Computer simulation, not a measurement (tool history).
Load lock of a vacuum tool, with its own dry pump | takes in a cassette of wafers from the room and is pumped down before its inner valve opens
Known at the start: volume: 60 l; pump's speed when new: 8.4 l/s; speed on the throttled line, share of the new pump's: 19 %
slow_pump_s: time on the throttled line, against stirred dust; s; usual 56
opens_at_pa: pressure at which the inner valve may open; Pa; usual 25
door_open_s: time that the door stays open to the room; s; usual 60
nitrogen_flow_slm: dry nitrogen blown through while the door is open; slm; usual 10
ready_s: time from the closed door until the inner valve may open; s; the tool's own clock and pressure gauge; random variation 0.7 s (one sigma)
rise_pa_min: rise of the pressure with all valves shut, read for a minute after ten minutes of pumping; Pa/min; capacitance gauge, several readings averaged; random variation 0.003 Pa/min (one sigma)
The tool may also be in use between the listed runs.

run	day	slow_pump_s	opens_at_pa	door_open_s	nitrogen_flow_slm	incoming humidity of the room's air, %	ready_s	rise_pa_min
1	0	56	25	60	10	43.2	105.1	0.046
2	19.408	56	25	60	10	47	105.3	0.049
3	36.488	56	25	32	10	44.1	105.7	0.04
4	52.438	56	25	59	10	46.1	105.3	0.052
5	71.108	56	25	59	10	45.6	105.4	0.053
# day 82.675: door's seal changed, seat wiped
6	97.7	56	25	59	10	48.4	105.3	0.052
7	119.338	56	25	59	10	46.4	105.9	0.047
8	134.796	29	25	60	13	47.6	83	0.044
9	154.158	57	25	60	15	45.3	105.1	0.044
10	179.646	56	25	60	10	39.9	104.6	0.037
11	204.408	56	41	167	7	47.3	100.8	0.08
12	224.512	53	19	29	26	45.5	104.5	0.03
13	241.5	53	19	29	26	42.1	104.9	0.022

5 ways to go on from here, each from the tool as it stands after run 13. What would each give?
A	262.654	53	42	29	26	44.2	?	?
B	262.654	32	19	127	11	46	?	?
C	262.654	53	19	62	5	43.5	?	?
D	262.654	37	30	60	22	45.4	?	?
E	262.654	79	31	131	10	44.9	?	?

run	ready_s	rise_pa_min
A	98.4	0.023
B	87	0.062
C	105.6	0.056
D	89	0.033
E	121.6	0.062
Without the tool's hidden state the same runs would have given:
run	ready_s	rise_pa_min
A	98.4	0.023
B	86.9	0.061
C	105.6	0.056
D	88.9	0.033
E	121.5	0.062
